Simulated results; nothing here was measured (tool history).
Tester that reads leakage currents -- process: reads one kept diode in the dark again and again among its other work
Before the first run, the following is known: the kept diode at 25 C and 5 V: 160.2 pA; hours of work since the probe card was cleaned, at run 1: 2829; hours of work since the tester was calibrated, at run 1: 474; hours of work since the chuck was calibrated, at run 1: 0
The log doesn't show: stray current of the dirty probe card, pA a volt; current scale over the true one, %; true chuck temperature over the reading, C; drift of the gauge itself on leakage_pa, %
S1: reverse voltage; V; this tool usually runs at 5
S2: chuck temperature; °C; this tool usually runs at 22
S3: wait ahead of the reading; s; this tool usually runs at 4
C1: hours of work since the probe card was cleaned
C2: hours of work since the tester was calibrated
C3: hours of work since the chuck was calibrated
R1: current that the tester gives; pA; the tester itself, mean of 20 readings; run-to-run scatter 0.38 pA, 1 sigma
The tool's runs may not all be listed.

run 1 day=0 | S1=5 S2=22 S3=4 | C1=2829 C2=474 C3=0 | R1=131.91
run 2 day=3.775 | S1=2.03 S2=22 S3=4 | C1=2869 C2=514 C3=40 | R1=80.73
run 3 day=9.571 | S1=2.03 S2=22 S3=4 | C1=2930 C2=575 C3=101 | R1=80.39
run 4 day=16.121 | S1=5 S2=22 S3=4 | C1=2999 C2=644 C3=171 | R1=129.89
run 5 day=22.004 | S1=10.55 S2=22 S3=4 | C1=3062 C2=707 C3=233 | R1=197.08
run 6 day=25.721 | S1=10.55 S2=22 S3=4 | C1=3101 C2=746 C3=272 | R1=196.7
run 7 day=29.025 | S1=10.55 S2=33 S3=4 | C1=3136 C2=781 C3=307 | R1=442.65
run 8 day=34.429 | S1=10.55 S2=33 S3=4 | C1=3193 C2=838 C3=364 | R1=440.52
run 9 day=37.612 | S1=10.55 S2=33 S3=7.03 | C1=3227 C2=872 C3=398 | R1=441.86
run 10 day=43.438 | S1=10.55 S2=33 S3=7.03 | C1=3288 C2=933 C3=460 | R1=437.35
run 11 day=48.633 | S1=5 S2=22 S3=4 | C1=3343 C2=988 C3=515 | R1=127.7
run 12 day=52.888 | S1=5 S2=22 S3=4 | C1=3388 C2=1033 C3=560 | R1=126.65
run 13 day=55.85 | S1=5 S2=23 S3=4 | C1=3420 C2=1065 C3=591 | R1=136.64
run 14 day=58.746 | S1=1.1 S2=23 S3=4 | C1=3450 C2=1095 C3=622 | R1=60.04
run 15 day=64.467 | S1=1.1 S2=21 S3=4 | C1=3511 C2=1156 C3=682 | R1=50.94
run 16 day=67.838 | S1=1.1 S2=21 S3=4 | C1=3547 C2=1192 C3=718 | R1=50.73
run 17 day=71.75 | S1=1.1 S2=21 S3=4 | C1=3588 C2=1233 C3=759 | R1=50.74
-- day=74.362 probe card cleaned and baked
run 18 day=75.112 | S1=1.07 S2=27 S3=4 | C1=8 C2=1267 C3=793 | R1=77.62
run 19 day=81.275 | S1=5 S2=28 S3=2.24 | C1=73 C2=1332 C3=859 | R1=185.43
run 20 day=84.862 | S1=2.45 S2=22 S3=0.39 | C1=111 C2=1370 C3=896 | R1=80.08
run 21 day=90.85 | S1=2.45 S2=22 S3=0.39 | C1=174 C2=1434 C3=960 | R1=79.29
-- day=91.275 chuck's temperature calibrated
run 22 day=95.35 | S1=1.56 S2=22 S3=0.32 | C1=221 C2=1480 C3=43 | R1=60.94
run 23 day=101.529 | S1=4.89 S2=22 S3=3.96 | C1=287 C2=1546 C3=108 | R1=107.8
-- day=103.15 chuck's temperature calibrated, once more
run 24 day=107.029 | S1=4.89 S2=22 S3=3.96 | C1=344 C2=1603 C3=41 | R1=124.89
run 25 day=110.317 | S1=12.42 S2=41 S3=7.68 | C1=379 C2=1638 C3=76 | R1=872.38
run 26 day=113.983 | S1=12.42 S2=41 S3=7.68 | C1=417 C2=1677 C3=115 | R1=865.1
run 27 day=119.783 | S1=1.01 S2=27 S3=4.16 | C1=479 C2=1738 C3=176 | R1=81.56
run 28 day=125.908 | S1=1.01 S2=27 S3=4.16 | C1=544 C2=1803 C3=241 | R1=80.9
run 29 day=131.525 | S1=2.19 S2=27 S3=2.21 | C1=603 C2=1862 C3=300 | R1=121.24
run 30 day=136.1 | S1=2.19 S2=27 S3=2.21 | C1=651 C2=1911 C3=349 | R1=120
run 31 day=141.867 | S1=2.19 S2=27 S3=2.21 | C1=712 C2=1972 C3=410 | R1=119.16
run 32 day=145.117 | S1=13.59 S2=20 S3=4 | C1=747 C2=2006 C3=444 | R1=178.15

What if the next run were any one of these 4? Each begins from the tool's condition after run 32:
run A day=149.658 | S1=13.59 S2=45 S3=0.59 | C1=795 C2=2054 C3=492 | R1=?
run B day=149.658 | S1=1.88 S2=25 S3=7.43 | C1=795 C2=2054 C3=492 | R1=?
run C day=149.658 | S1=1.84 S2=28 S3=4 | C1=795 C2=2054 C3=492 | R1=?
run D day=149.658 | S1=6.01 S2=40 S3=2.03 | C1=795 C2=2054 C3=492 | R1=?

run=A R1=1184.9
run=B R1=93.05
run=C R1=117.5
run=D R1=538
Take away the tool's hidden state, keep each run's random variation, and the runs would have read:
run=A R1=1228.04
run=B R1=96.49
run=C R1=122
run=D R1=558.32
